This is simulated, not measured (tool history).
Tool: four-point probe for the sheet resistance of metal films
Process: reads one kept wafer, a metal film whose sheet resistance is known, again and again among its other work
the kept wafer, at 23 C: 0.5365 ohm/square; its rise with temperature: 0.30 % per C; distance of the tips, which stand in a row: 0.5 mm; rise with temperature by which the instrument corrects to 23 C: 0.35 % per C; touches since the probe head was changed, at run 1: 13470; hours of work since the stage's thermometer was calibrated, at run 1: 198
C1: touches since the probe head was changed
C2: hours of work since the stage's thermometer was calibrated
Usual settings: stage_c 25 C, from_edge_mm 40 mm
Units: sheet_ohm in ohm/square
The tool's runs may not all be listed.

Run 1, hour 0.0: usual settings; C1 13470; C2 198. Result: sheet_ohm 0.534389 ohm/square.
Run 2, hour 11.6: usual settings; C1 13975; C2 205. Result: sheet_ohm 0.534289 ohm/square.
Run 3, hour 19.9: usual settings but stage_c 34 C; C1 14333; C2 211. Result: sheet_ohm 0.532101 ohm/square.
Run 4, hour 36.9: usual settings but stage_c 34 C; C1 15072; C2 221. Result: sheet_ohm 0.531748 ohm/square.
Run 5, hour 45.7: usual settings but stage_c 19 C; C1 15453; C2 227. Result: sheet_ohm 0.536082 ohm/square.
Run 6, hour 62.7: usual settings but stage_c 19 C; C1 16192; C2 238. Result: sheet_ohm 0.535898 ohm/square.
Run 7, hour 77.8: usual settings but stage_c 19 C; C1 16847; C2 248. Result: sheet_ohm 0.535961 ohm/square.
Run 8, hour 86.7: usual settings; C1 17234; C2 253. Result: sheet_ohm 0.534141 ohm/square.
Run 9, hour 103.3: usual settings; C1 17954; C2 264. Result: sheet_ohm 0.534165 ohm/square.
Run 10, hour 118.6: usual settings; C1 18615; C2 273. Result: sheet_ohm 0.534109 ohm/square.
Run 11, hour 131.4: usual settings but stage_c 28 C; C1 19170; C2 282. Result: sheet_ohm 0.533269 ohm/square.
Run 12, hour 142.5: usual settings but stage_c 28 C; C1 19652; C2 289. Result: sheet_ohm 0.533239 ohm/square.
Run 13, hour 160.3: usual settings but stage_c 28 C; C1 20427; C2 300. Result: sheet_ohm 0.533056 ohm/square.
Run 14, hour 169.7: usual settings but stage_c 28 C; C1 20834; C2 306. Result: sheet_ohm 0.533247 ohm/square.
Run 15, hour 185.2: usual settings but from_edge_mm 8 mm; C1 21505; C2 316. Result: sheet_ohm 0.535035 ohm/square.
Run 16, hour 200.0: usual settings but from_edge_mm 8 mm; C1 22149; C2 325. Result: sheet_ohm 0.535067 ohm/square.
Run 17, hour 214.2: usual settings but from_edge_mm 8 mm; C1 22766; C2 334. Result: sheet_ohm 0.535129 ohm/square.
Run 18, hour 222.9: usual settings but from_edge_mm 8 mm; C1 23143; C2 340. Result: sheet_ohm 0.534988 ohm/square.
Run 19, hour 238.7: usual settings but from_edge_mm 8 mm; C1 23828; C2 350. Result: sheet_ohm 0.535097 ohm/square.
Run 20, hour 247.3: usual settings; C1 24199; C2 356. Result: sheet_ohm 0.533990 ohm/square.
Run 21, hour 255.5: usual settings; C1 24555; C2 361. Result: sheet_ohm 0.533936 ohm/square.
Run 22, hour 264.9: usual settings; C1 24962; C2 367. Result: sheet_ohm 0.533641 ohm/square.
Run 23, hour 278.4: usual settings; C1 25550; C2 375. Result: sheet_ohm 0.533696 ohm/square.

The next listed run, before its measurement:
Run 24, hour 287.9: usual settings but stage_c 28 C, from_edge_mm 4 mm; C1 25964; C2 381. Result: sheet_ohm ?.

sheet_ohm: 0.537177 ohm/square
Without the tool's hidden state the same run would have given sheet_ohm 0.539506 ohm/square.
